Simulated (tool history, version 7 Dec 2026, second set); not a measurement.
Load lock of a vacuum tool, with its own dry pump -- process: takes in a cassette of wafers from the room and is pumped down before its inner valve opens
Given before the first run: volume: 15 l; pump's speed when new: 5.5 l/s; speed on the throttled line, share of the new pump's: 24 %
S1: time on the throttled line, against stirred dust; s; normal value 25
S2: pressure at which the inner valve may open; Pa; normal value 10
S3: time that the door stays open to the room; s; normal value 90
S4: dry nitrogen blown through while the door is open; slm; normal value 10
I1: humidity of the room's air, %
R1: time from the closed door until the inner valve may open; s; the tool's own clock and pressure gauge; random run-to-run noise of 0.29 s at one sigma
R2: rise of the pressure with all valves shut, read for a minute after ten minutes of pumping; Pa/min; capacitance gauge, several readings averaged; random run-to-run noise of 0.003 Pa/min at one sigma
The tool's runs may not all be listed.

Run 1, hour 0: usual settings; I1 45.8. Result: R1 44.5 s, R2 0.054 Pa/min.
Run 2, hour 173.5: usual settings but S1 34 s; I1 43.8. Result: R1 51 s, R2 0.05 Pa/min.
Run 3, hour 362: usual settings but S1 34 s; I1 44. Result: R1 51.4 s, R2 0.054 Pa/min.
Run 4, hour 546.9: usual settings but S1 34 s; I1 48.6. Result: R1 51.7 s, R2 0.059 Pa/min.
Run 5, hour 742.5: usual settings but S1 34 s; I1 46.8. Result: R1 51.9 s, R2 0.055 Pa/min.
Run 6, hour 872.5: usual settings but S1 34 s; I1 44. Result: R1 51.4 s, R2 0.055 Pa/min.
Run 7, hour 1047.7: usual settings but S1 34 s; I1 45.9. Result: R1 51.9 s, R2 0.048 Pa/min.
Run 8, hour 1147.6: usual settings but S2 11 Pa; I1 44.2. Result: R1 44.3 s, R2 0.049 Pa/min.
Run 9, hour 1319: usual settings but S2 11 Pa; I1 42.4. Result: R1 44.7 s, R2 0.052 Pa/min.
Run 10, hour 1434.7: usual settings but S2 11 Pa; I1 45.7. Result: R1 44.3 s, R2 0.049 Pa/min.
Run 11, hour 1613.3: usual settings but S2 11 Pa; I1 41.2. Result: R1 44.4 s, R2 0.047 Pa/min.
Run 12, hour 1723.2: usual settings but S1 23 s; I1 46.3. Result: R1 43.4 s, R2 0.057 Pa/min.
Run 13, hour 1824.9: usual settings; I1 45.7. Result: R1 44.5 s, R2 0.051 Pa/min.
Run 14, hour 1948.9: usual settings but S3 119 s; I1 45.7. Result: R1 44.4 s, R2 0.059 Pa/min.
Run 15, hour 2152.9: usual settings; I1 43.8. Result: R1 44.4 s, R2 0.054 Pa/min.
Run 16, hour 2266.6: usual settings; I1 46.5. Result: R1 44.3 s, R2 0.055 Pa/min.
Run 17, hour 2409.2: usual settings; I1 45.6. Result: R1 44.1 s, R2 0.051 Pa/min.
At hour 2472.3: dry pump taken out, an overhauled one fitted.
Run 18, hour 2524.9: usual settings; I1 45.8. Result: R1 44.5 s, R2 0.05 Pa/min.
Run 19, hour 2611.8: usual settings; I1 45.5. Result: R1 44.5 s, R2 0.048 Pa/min.
Run 20, hour 2788.1: usual settings but S2 9 Pa, S3 72 s; I1 46.2. Result: R1 44.3 s, R2 0.049 Pa/min.
At hour 2800.4: door's seal changed, seat wiped.
Run 21, hour 2931.9: usual settings but S2 9 Pa, S3 72 s; I1 47. Result: R1 44.9 s, R2 0.049 Pa/min.
Run 22, hour 3094.3: usual settings but S1 35 s, S2 15 Pa, S4 5 slm; I1 45.8. Result: R1 51.4 s, R2 0.06 Pa/min.
Run 23, hour 3211.6: usual settings but S1 13 s, S2 19 Pa; I1 44.7. Result: R1 33.6 s, R2 0.046 Pa/min.
Run 24, hour 3364.3: usual settings but S1 13 s, S2 19 Pa; I1 42.9. Result: R1 33.5 s, R2 0.051 Pa/min.
Run 25, hour 3473.4: usual settings but S1 13 s, S2 9 Pa, S3 33 s, S4 35 slm; I1 45.2. Result: R1 35.8 s, R2 0.026 Pa/min.
Run 26, hour 3658.6: usual settings but S1 13 s, S2 9 Pa, S3 79 s, S4 39 slm; I1 40.8. Result: R1 35.5 s, R2 0.023 Pa/min.
Run 27, hour 3776.5: usual settings but S1 42 s, S2 15 Pa, S3 189 s, S4 6 slm; I1 43.4. Result: R1 56.5 s, R2 0.071 Pa/min.
Run 28, hour 3951.9: usual settings but S2 8 Pa; I1 47.2. Result: R1 45.3 s, R2 0.047 Pa/min.
Run 29, hour 4124.8: usual settings but S2 8 Pa; I1 41.2. Result: R1 45.1 s, R2 0.049 Pa/min.
Run 30, hour 4330.4: usual settings but S1 12 s, S2 8 Pa, S3 38 s; I1 43.2. Result: R1 35.1 s, R2 0.03 Pa/min.
Run 31, hour 4464.9: usual settings but S4 8 slm; I1 45.9. Result: R1 44.3 s, R2 0.054 Pa/min.
Run 32, hour 4622.5: usual settings but S1 18 s, S2 11 Pa, S3 54 s, S4 12 slm; I1 45.1. Result: R1 39.2 s, R2 0.036 Pa/min.
Run 33, hour 4770.9: usual settings but S1 18 s, S3 109 s, S4 12 slm; I1 45.2. Result: R1 39.1 s, R2 0.05 Pa/min.
Run 34, hour 4896.7: usual settings but S1 47 s, S2 7 Pa, S3 65 s, S4 15 slm; I1 45.1. Result: R1 61.9 s, R2 0.037 Pa/min.
Run 35, hour 5095.3: usual settings but S1 47 s, S2 7 Pa, S3 65 s, S4 15 slm; I1 45.7. Result: R1 62.7 s, R2 0.039 Pa/min.
Run 36, hour 5281.5: usual settings but S3 144 s; I1 43.7. Result: R1 44.5 s, R2 0.057 Pa/min.
Run 37, hour 5386.1: usual settings but S1 49 s, S2 19 Pa, S3 125 s, S4 15 slm; I1 43. Result: R1 60.9 s, R2 0.046 Pa/min.

Alternative continuations, all from the tool just after run 37; predict every row:
Run A, hour 5549.3: usual settings but S1 49 s, S2 8 Pa, S3 118 s, S4 5 slm; I1 46.3. Result: R1 ?, R2 ?.
Run B, hour 5549.3: usual settings but S1 23 s, S4 40 slm; I1 46. Result: R1 ?, R2 ?.
Run C, hour 5549.3: usual settings but S1 49 s, S2 19 Pa, S3 125 s, S4 25 slm; I1 44.3. Result: R1 ?, R2 ?.

run    R1     R2
  A  63.7  0.067
  B  42.9  0.023
  C  60.7  0.044
What these runs would have given with no unlogged condition in the tool:
run    R1     R2
  A  63.7  0.066
  B  42.9  0.022
  C  60.7  0.043
